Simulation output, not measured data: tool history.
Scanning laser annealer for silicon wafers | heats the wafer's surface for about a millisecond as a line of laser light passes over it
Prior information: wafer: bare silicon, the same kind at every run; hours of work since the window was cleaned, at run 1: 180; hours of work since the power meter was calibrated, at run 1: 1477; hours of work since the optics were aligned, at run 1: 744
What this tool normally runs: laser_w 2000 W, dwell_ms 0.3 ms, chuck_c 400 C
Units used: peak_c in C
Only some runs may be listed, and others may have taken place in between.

| run | hour | laser_w | dwell_ms | chuck_c | hours of work since the window was cleaned | hours of work since the power meter was calibrated | hours of work since the optics were aligned | peak_c |
|---|---|---|---|---|---|---|---|---|
| 1 | 0 | 2000 | 0.3 | 400 | 180 | 1477 | 744 | 1121 |
| 2 | 34.4 | 1776 | 0.3 | 400 | 203 | 1500 | 767 | 1019 |
| 3 | 76 | 1776 | 0.3 | 400 | 231 | 1528 | 795 | 1018 |
| 4 | 102.4 | 2000 | 0.362 | 400 | 249 | 1546 | 812 | 1191 |
| 5 | 146.1 | 2000 | 0.3 | 396 | 278 | 1575 | 842 | 1118 |
| 6 | 194.6 | 2000 | 0.3 | 396 | 310 | 1607 | 874 | 1118 |
| 7 | 233 | 2000 | 0.3 | 396 | 336 | 1633 | 900 | 1118 |
|  | 263.3 | optics aligned, line set to its width |
| 8 | 268.8 | 2000 | 0.3 | 396 | 357 | 1654 | 4 | 1119 |
| 9 | 296.3 | 2000 | 0.3 | 422 | 375 | 1672 | 22 | 1144 |
| 10 | 352.7 | 2000 | 0.302 | 422 | 413 | 1710 | 60 | 1149 |
| 11 | 417.3 | 2000 | 0.302 | 422 | 456 | 1753 | 103 | 1147 |
| 12 | 459.1 | 2000 | 0.3 | 400 | 484 | 1781 | 131 | 1124 |
| 13 | 485.7 | 2000 | 0.3 | 400 | 502 | 1799 | 149 | 1121 |
| 14 | 512.8 | 2000 | 0.213 | 400 | 520 | 1817 | 167 | 1013 |
| 15 | 538.8 | 2000 | 0.213 | 396 | 538 | 1834 | 184 | 1011 |
| 16 | 583 | 2000 | 0.3 | 400 | 567 | 1864 | 214 | 1122 |
| 17 | 620 | 2000 | 0.3 | 400 | 592 | 1889 | 239 | 1118 |
| 18 | 655.4 | 2000 | 0.3 | 400 | 616 | 1913 | 263 | 1122 |
| 19 | 706.9 | 2000 | 0.3 | 400 | 650 | 1947 | 297 | 1122 |
| 20 | 769.7 | 2000 | 0.3 | 400 | 692 | 1989 | 339 | 1123 |

Estimate the outcome of run 21 from the log above:
| 21 | 819 | 2000 | 0.3 | 400 | 725 | 2022 | 372 | ? |

peak_c: 1123 C
Had the tool carried no hidden state, the very same run would have given peak_c 1124 C.

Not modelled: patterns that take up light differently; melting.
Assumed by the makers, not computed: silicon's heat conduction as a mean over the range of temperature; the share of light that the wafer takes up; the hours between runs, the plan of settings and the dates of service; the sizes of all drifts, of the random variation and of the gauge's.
